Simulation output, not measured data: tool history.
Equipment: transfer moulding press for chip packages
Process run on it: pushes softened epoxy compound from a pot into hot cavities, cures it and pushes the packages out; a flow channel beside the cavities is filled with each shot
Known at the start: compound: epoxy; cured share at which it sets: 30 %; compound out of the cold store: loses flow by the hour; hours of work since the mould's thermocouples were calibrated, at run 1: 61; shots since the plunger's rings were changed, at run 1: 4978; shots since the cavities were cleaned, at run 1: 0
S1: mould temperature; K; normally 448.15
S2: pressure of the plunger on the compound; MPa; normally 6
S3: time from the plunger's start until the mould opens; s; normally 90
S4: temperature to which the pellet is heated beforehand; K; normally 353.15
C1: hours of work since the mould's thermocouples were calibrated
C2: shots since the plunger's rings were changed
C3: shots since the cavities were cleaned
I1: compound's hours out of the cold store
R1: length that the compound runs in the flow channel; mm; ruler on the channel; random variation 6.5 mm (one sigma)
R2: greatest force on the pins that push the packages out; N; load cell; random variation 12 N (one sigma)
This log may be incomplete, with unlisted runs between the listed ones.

Run 1, hour 0: usual settings; C1 61; C2 4978; C3 0; I1 18.8. Result: R1 705 mm, R2 553 N.
Run 2, hour 27.4: usual settings; C1 76; C2 5261; C3 283; I1 33.5. Result: R1 659 mm, R2 542 N.
Run 3, hour 61.5: usual settings; C1 94; C2 5615; C3 637; I1 30.4. Result: R1 673 mm, R2 577 N.
At hour 66.5: plunger's sealing rings changed.
At hour 87.2: cavities cleaned with cleaning compound and waxed.
Run 4, hour 88.1: usual settings; C1 107; C2 208; C3 9; I1 9.3. Result: R1 736 mm, R2 569 N.
Run 5, hour 121.6: usual settings; C1 125; C2 555; C3 356; I1 26.6. Result: R1 699 mm, R2 530 N.
Run 6, hour 145.8: usual settings but S3 80 s; C1 138; C2 806; C3 607; I1 36.9. Result: R1 660 mm, R2 653 N.
Run 7, hour 164.5: usual settings but S1 445.15 K; C1 148; C2 1000; C3 801; I1 26.3. Result: R1 699 mm, R2 689 N.
At hour 173: cavities cleaned with cleaning compound and waxed.
Run 8, hour 195.2: usual settings; C1 164; C2 1302; C3 230; I1 33.6. Result: R1 664 mm, R2 544 N.
Run 9, hour 221.3: usual settings; C1 178; C2 1572; C3 500; I1 30.5. Result: R1 672 mm, R2 578 N.
Run 10, hour 250: usual settings but S1 451.15 K; C1 194; C2 1869; C3 797; I1 19.8. Result: R1 687 mm, R2 494 N.
At hour 257.4: cavities cleaned with cleaning compound and waxed.
Run 11, hour 283: usual settings but S1 440.15 K; C1 211; C2 2196; C3 265; I1 43.3. Result: R1 690 mm, R2 941 N.
Run 12, hour 305.9: usual settings but S1 440.15 K; C1 223; C2 2433; C3 502; I1 18.6. Result: R1 752 mm, R2 1021 N.
Run 13, hour 332.3: usual settings; C1 238; C2 2708; C3 777; I1 44.7. Result: R1 651 mm, R2 543 N.
At hour 342.8: cavities cleaned with cleaning compound and waxed.
Run 14, hour 366.5: usual settings; C1 255; C2 3046; C3 245; I1 42.6. Result: R1 647 mm, R2 538 N.
Run 15, hour 393.9: usual settings but S1 441.15 K, S4 350.15 K; C1 270; C2 3330; C3 529; I1 8.3. Result: R1 774 mm, R2 980 N.
At hour 427: cavities cleaned with cleaning compound and waxed.
Run 16, hour 427: usual settings but S1 441.15 K, S3 115 s, S4 358.15 K; C1 287; C2 3658; C3 0; I1 45.4. Result: R1 674 mm, R2 548 N.
Run 17, hour 455: usual settings but S1 450.15 K, S3 115 s, S4 357.15 K; C1 303; C2 3948; C3 290; I1 13. Result: R1 708 mm, R2 449 N.
Run 18, hour 482.1: usual settings but S1 450.15 K, S3 115 s, S4 357.15 K; C1 317; C2 4228; C3 570; I1 11.5. Result: R1 724 mm, R2 460 N.
Run 19, hour 505.7: usual settings but S2 7.2 MPa; C1 330; C2 4473; C3 815; I1 24. Result: R1 743 mm, R2 568 N.
At hour 513.2: cavities cleaned with cleaning compound and waxed.
Run 20, hour 542: usual settings but S2 7.2 MPa; C1 349; C2 4834; C3 300; I1 40.4. Result: R1 706 mm, R2 542 N.
Run 21, hour 562.3: usual settings but S1 447.15 K, S3 112 s; C1 360; C2 5044; C3 510; I1 16.7. Result: R1 731 mm, R2 480 N.
Run 22, hour 593.9: usual settings but S1 442.15 K, S2 5.17 MPa, S3 93 s, S4 360.15 K; C1 377; C2 5371; C3 837; I1 10.2. Result: R1 700 mm, R2 827 N.
At hour 597.4: cavities cleaned with cleaning compound and waxed.
At hour 623.8: plunger's sealing rings changed.
Run 23, hour 629.7: usual settings but S1 442.15 K, S2 5.17 MPa, S3 93 s, S4 360.15 K; C1 394; C2 60; C3 308; I1 26.7. Result: R1 652 mm, R2 775 N.
Run 24, hour 644.1: usual settings but S1 442.15 K, S2 5.17 MPa, S3 93 s, S4 360.15 K; C1 402; C2 210; C3 458; I1 17.6. Result: R1 687 mm, R2 791 N.
Run 25, hour 672.7: usual settings but S1 441.15 K, S3 85 s; C1 418; C2 506; C3 754; I1 43.3. Result: R1 671 mm, R2 986 N.
At hour 686.3: cavities cleaned with cleaning compound and waxed.
Run 26, hour 695.5: usual settings but S1 445.15 K, S2 7.25 MPa, S3 120 s; C1 429; C2 727; C3 96; I1 9.9. Result: R1 810 mm, R2 476 N.
Run 27, hour 716.2: usual settings but S1 445.15 K, S2 7.25 MPa, S3 120 s; C1 441; C2 941; C3 310; I1 30.2. Result: R1 752 mm, R2 477 N.
Run 28, hour 733.7: usual settings but S1 451.15 K, S2 5.47 MPa; C1 450; C2 1122; C3 491; I1 20.1. Result: R1 660 mm, R2 507 N.

Predict each of these 3 candidate next runs independently; none follows another, all start after run 28:
Run A, hour 759.3: usual settings but S2 4.61 MPa; C1 464; C2 1388; C3 757; I1 11.3. Result: R1 ?, R2 ?.
Run B, hour 759.3: usual settings but S2 5.68 MPa, S4 344.15 K; C1 464; C2 1388; C3 757; I1 21.6. Result: R1 ?, R2 ?.
Run C, hour 759.3: usual settings but S1 447.15 K, S2 6.05 MPa, S3 98 s; C1 464; C2 1388; C3 757; I1 20.8. Result: R1 ?, R2 ?.

run   R1   R2
  A  637  595
  B  682  574
  C  711  523
With no hidden state in the tool, these same runs would have given:
run   R1   R2
  A  637  588
  B  683  567
  C  711  517
